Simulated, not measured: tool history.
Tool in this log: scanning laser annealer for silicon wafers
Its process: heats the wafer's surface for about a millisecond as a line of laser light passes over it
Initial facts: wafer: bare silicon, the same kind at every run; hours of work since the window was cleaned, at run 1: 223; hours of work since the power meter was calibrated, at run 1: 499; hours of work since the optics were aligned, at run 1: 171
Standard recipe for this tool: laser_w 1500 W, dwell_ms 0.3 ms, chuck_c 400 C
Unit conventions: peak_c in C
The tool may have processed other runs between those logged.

| run | day | laser_w | dwell_ms | chuck_c | hours of work since the window was cleaned | hours of work since the power meter was calibrated | hours of work since the optics were aligned | peak_c |
|---|---|---|---|---|---|---|---|---|
| 1 | 0 | 1500 | 0.3 | 400 | 223 | 499 | 171 | 1215 |
| 2 | 0.788 | 1500 | 0.3 | 400 | 236 | 512 | 184 | 1213 |
| 3 | 1.621 | 1500 | 0.3 | 400 | 250 | 526 | 198 | 1216 |
| 4 | 2.338 | 1500 | 0.3 | 400 | 263 | 538 | 211 | 1210 |
| 5 | 2.962 | 1500 | 0.3 | 400 | 273 | 549 | 221 | 1209 |
| 6 | 3.925 | 1500 | 0.3 | 400 | 289 | 565 | 237 | 1206 |
| 7 | 4.604 | 1500 | 0.3 | 400 | 301 | 577 | 249 | 1204 |
| 8 | 5.033 | 1500 | 0.3 | 400 | 308 | 584 | 256 | 1209 |
| 9 | 5.825 | 1500 | 0.3 | 431 | 321 | 597 | 269 | 1234 |
| 10 | 6.596 | 1500 | 0.3 | 431 | 334 | 610 | 282 | 1235 |
| 11 | 7.588 | 1500 | 0.3 | 431 | 351 | 627 | 299 | 1232 |
| 12 | 8.475 | 1500 | 0.3 | 385 | 366 | 642 | 314 | 1183 |
|  | 8.788 | window over the wafer cleaned |
| 13 | 9.208 | 1500 | 0.3 | 400 | 7 | 653 | 325 | 1242 |
| 14 | 10.088 | 1500 | 0.3 | 400 | 22 | 668 | 340 | 1236 |
| 15 | 10.842 | 1394 | 0.329 | 390 | 35 | 681 | 353 | 1186 |
| 16 | 11.625 | 1585 | 0.254 | 400 | 48 | 694 | 366 | 1221 |
| 17 | 12.179 | 1482 | 0.3 | 400 | 57 | 703 | 375 | 1221 |
| 18 | 12.938 | 1482 | 0.293 | 400 | 70 | 716 | 388 | 1208 |
| 19 | 13.917 | 1279 | 0.332 | 381 | 87 | 733 | 405 | 1093 |
| 20 | 14.533 | 1279 | 0.332 | 381 | 97 | 743 | 415 | 1090 |
| 21 | 15.308 | 1279 | 0.332 | 381 | 110 | 756 | 428 | 1088 |
| 22 | 15.758 | 1279 | 0.332 | 381 | 118 | 764 | 436 | 1086 |
| 23 | 16.383 | 1517 | 0.262 | 382 | 128 | 774 | 446 | 1161 |
| 24 | 17.221 | 1594 | 0.301 | 382 | 142 | 788 | 461 | 1278 |
| 25 | 18.054 | 1510 | 0.247 | 425 | 157 | 802 | 475 | 1174 |
| 26 | 18.671 | 1451 | 0.3 | 364 | 167 | 813 | 485 | 1143 |
| 27 | 19.096 | 1451 | 0.3 | 364 | 174 | 820 | 492 | 1145 |

Forecast each of these 4 alternatives for the next run:
| A | 19.758 | 1620 | 0.3 | 400 | 185 | 831 | 503 | ? |
| B | 19.758 | 1500 | 0.3 | 394 | 185 | 831 | 503 | ? |
| C | 19.758 | 1386 | 0.258 | 388 | 185 | 831 | 503 | ? |
| D | 19.758 | 1331 | 0.211 | 394 | 185 | 831 | 503 | ? |

| run | peak_c |
|---|---|
| A | 1304 |
| B | 1213 |
| C | 1065 |
| D | 970 |
Stripped of hidden state, with their random variation kept, the same runs would have yielded:
| run | peak_c |
|---|---|
| A | 1330 |
| B | 1237 |
| C | 1085 |
| D | 987 |

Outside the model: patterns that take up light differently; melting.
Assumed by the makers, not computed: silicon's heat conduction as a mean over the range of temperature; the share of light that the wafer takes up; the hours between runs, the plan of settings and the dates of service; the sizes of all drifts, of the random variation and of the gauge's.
